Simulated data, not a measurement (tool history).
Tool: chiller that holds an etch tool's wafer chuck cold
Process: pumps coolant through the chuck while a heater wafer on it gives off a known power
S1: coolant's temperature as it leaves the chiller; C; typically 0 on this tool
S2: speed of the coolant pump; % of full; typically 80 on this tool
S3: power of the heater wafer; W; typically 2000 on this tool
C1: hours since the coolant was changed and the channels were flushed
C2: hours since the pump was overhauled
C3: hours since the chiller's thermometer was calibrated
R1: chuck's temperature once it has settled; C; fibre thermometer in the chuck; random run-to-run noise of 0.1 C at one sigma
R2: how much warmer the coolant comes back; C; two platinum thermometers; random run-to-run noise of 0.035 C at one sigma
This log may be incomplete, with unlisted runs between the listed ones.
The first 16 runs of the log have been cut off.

| run | hour | S1 | S2 | S3 | C1 | C2 | C3 | R1 | R2 |
|---|---|---|---|---|---|---|---|---|---|
| 17 | 611.4 | 0 | 91 | 1351 | 5827 | 2589 | 611 | 9.0 | 3.66 |
| 18 | 648.3 | -7 | 79 | 1933 | 5864 | 2625 | 648 | 7.0 | 6.06 |
| 19 | 690.9 | 0 | 92 | 2069 | 5906 | 2668 | 691 | 13.6 | 5.62 |
| 20 | 712.0 | 0 | 65 | 2000 | 5927 | 2689 | 712 | 16.6 | 7.48 |
| 21 | 743.5 | -8 | 99 | 1814 | 5959 | 2721 | 744 | 3.3 | 4.56 |
| 22 | 787.6 | -8 | 99 | 1814 | 6003 | 2765 | 788 | 3.3 | 4.54 |
| 23 | 818.4 | -10 | 71 | 1814 | 6034 | 2796 | 818 | 4.2 | 6.27 |
| 24 | 866.3 | -2 | 88 | 2000 | 6082 | 2843 | 866 | 11.4 | 5.61 |
| 25 | 895.7 | -6 | 90 | 1362 | 6111 | 2873 | 896 | 3.1 | 3.81 |
| 26 | 929.9 | 1 | 86 | 2000 | 6145 | 2907 | 930 | 14.7 | 5.73 |
| 27 | 950.9 | 1 | 86 | 2000 | 6166 | 2928 | 951 | 14.8 | 5.84 |
| 28 | 972.3 | 1 | 86 | 2000 | 6188 | 2949 | 972 | 14.6 | 5.66 |
| 29 | 1013.0 | -6 | 91 | 2000 | 6228 | 2990 | 1013 | 7.1 | 5.50 |
| 30 | 1053.7 | 2 | 71 | 2281 | 6269 | 3031 | 1054 | 19.9 | 7.92 |
| 31 | 1085.0 | 2 | 71 | 2281 | 6300 | 3062 | 1085 | 19.8 | 7.87 |
| 32 | 1127.1 | 5 | 78 | 2302 | 6342 | 3104 | 1127 | 21.6 | 7.20 |

Forecast each of these 4 alternatives for the next run:
| A | 1162.6 | 5 | 78 | 1034 | 6378 | 3140 | 1163 | ? | ? |
| B | 1162.6 | 0 | 72 | 2000 | 6378 | 3140 | 1163 | ? | ? |
| C | 1162.6 | 5 | 78 | 1377 | 6378 | 3140 | 1163 | ? | ? |
| D | 1162.6 | 0 | 78 | 2000 | 6378 | 3140 | 1163 | ? | ? |

| run | R1 | R2 |
|---|---|---|
| A | 12.7 | 3.28 |
| B | 15.6 | 6.83 |
| C | 15.1 | 4.37 |
| D | 14.5 | 6.29 |
Stripped of hidden state, with their random variation kept, the same runs would have yielded:
| run | R1 | R2 |
|---|---|---|
| A | 12.6 | 3.27 |
| B | 15.6 | 6.83 |
| C | 15.1 | 4.37 |
| D | 14.5 | 6.28 |
